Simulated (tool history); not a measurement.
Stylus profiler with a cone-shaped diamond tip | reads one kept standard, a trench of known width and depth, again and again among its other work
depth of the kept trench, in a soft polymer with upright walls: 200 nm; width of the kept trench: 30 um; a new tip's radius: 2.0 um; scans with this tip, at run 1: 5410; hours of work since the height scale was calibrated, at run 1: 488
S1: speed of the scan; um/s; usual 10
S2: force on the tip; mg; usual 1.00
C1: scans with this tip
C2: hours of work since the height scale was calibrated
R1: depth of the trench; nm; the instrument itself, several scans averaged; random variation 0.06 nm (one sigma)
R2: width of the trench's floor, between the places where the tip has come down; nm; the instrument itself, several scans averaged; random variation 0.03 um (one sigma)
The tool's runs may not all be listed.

run   hour  S1    S2    C1   C2      R1     R2
  1    0.0  10  1.00  5410  488  201.76  28040
  2   11.1   5  1.00  5506  497  201.79  28100
  3   21.6  10  1.00  5598  505  201.83  28070
  4   35.0  35  1.00  5715  516  201.77  27980
  5   46.7  35  1.00  5817  525  201.79  27980
  6   56.7  35  1.00  5903  533  201.81  28010
  7   69.7  35  1.00  6017  543  201.80  28020
  8   79.4  35  1.00  6101  551  201.86  28030
  9   86.1  35  1.00  6160  556  201.85  27970
 10   96.3  35  1.00  6248  564  201.86  27990
 11  104.6  35  1.00  6320  570  201.81  28010
 12  115.6  10  0.98  6417  579  201.88  28060
 13  125.7  10  0.98  6504  587  201.74  28110
 14  142.1  10  0.98  6648  600  201.98  28050
     144.0  -- height scale calibrated on a step standard
 15  152.0  10  1.00  6729    6  202.19  28020
 16  163.2  10  1.00  6827   15  202.12  28050
 17  173.3  10  1.00  6915   23  202.16  28020
 18  183.7  24  1.00  7006   31  202.09  28020
 19  197.2  10  2.97  7123   42  203.66  28020
 20  208.0  10  2.97  7216   50  203.79  28070
 21  217.8  39  2.13  7302   58  203.10  27970
     230.8  -- height scale calibrated on a step standard, once more
 22  231.3   8  0.45  7415    0  200.79  28090
 23  240.9   6  0.42  7499    8  200.77  28080
 24  254.2   6  0.42  7615   18  200.78  27990
 25  264.8  17  0.58  7707   27  200.98  27980
 26  271.6  17  0.58  7766   32  201.05  27940
 27  281.5   3  0.64  7852   40  201.07  28060
 28  293.4   3  0.64  7956   49  201.02  28040
 29  308.4  11  1.72  8087   61  202.17  28070
 30  318.6   2  0.76  8175   69  201.30  27990
 31  330.5   2  2.11  8279   78  202.43  28100
 32  340.4   4  0.34  8365   86  200.84  28100
 33  352.6   4  0.34  8471   96  200.70  28010

Some steps in R1 between neighbouring runs. How much of each would the tool show without its hidden state too (settings, what came in, random variation), and how much is left for the hidden state, with any gauge scatter that isn't in both results?
The hidden state here: radius of the tip, um; height scale over the true one, %; drift of the gauge itself on depth_nm, %; drift of the gauge itself on floor_um, %.
Run 4 -> 5: no setting changed, nothing entered. R1 +0.02 nm: hidden state +0.02, all else +0.00.
Run 14 -> 15: S2 0.98 -> 1.00, height scale calibrated on a step standard. R1 +0.21 nm: hidden state +0.27, all else -0.06.
Run 18 -> 19: S1 24 -> 10, S2 1.00 -> 2.97. R1 +1.57 nm: hidden state +0.01, all else +1.56.
Run 21 -> 22: S1 39 -> 8, S2 2.13 -> 0.45, height scale calibrated on a step standard, once more. R1 -2.31 nm: hidden state -0.78, all else -1.53.
Run 31 -> 32: S1 2 -> 4, S2 2.11 -> 0.34. R1 -1.59 nm: hidden state +0.01, all else -1.60.
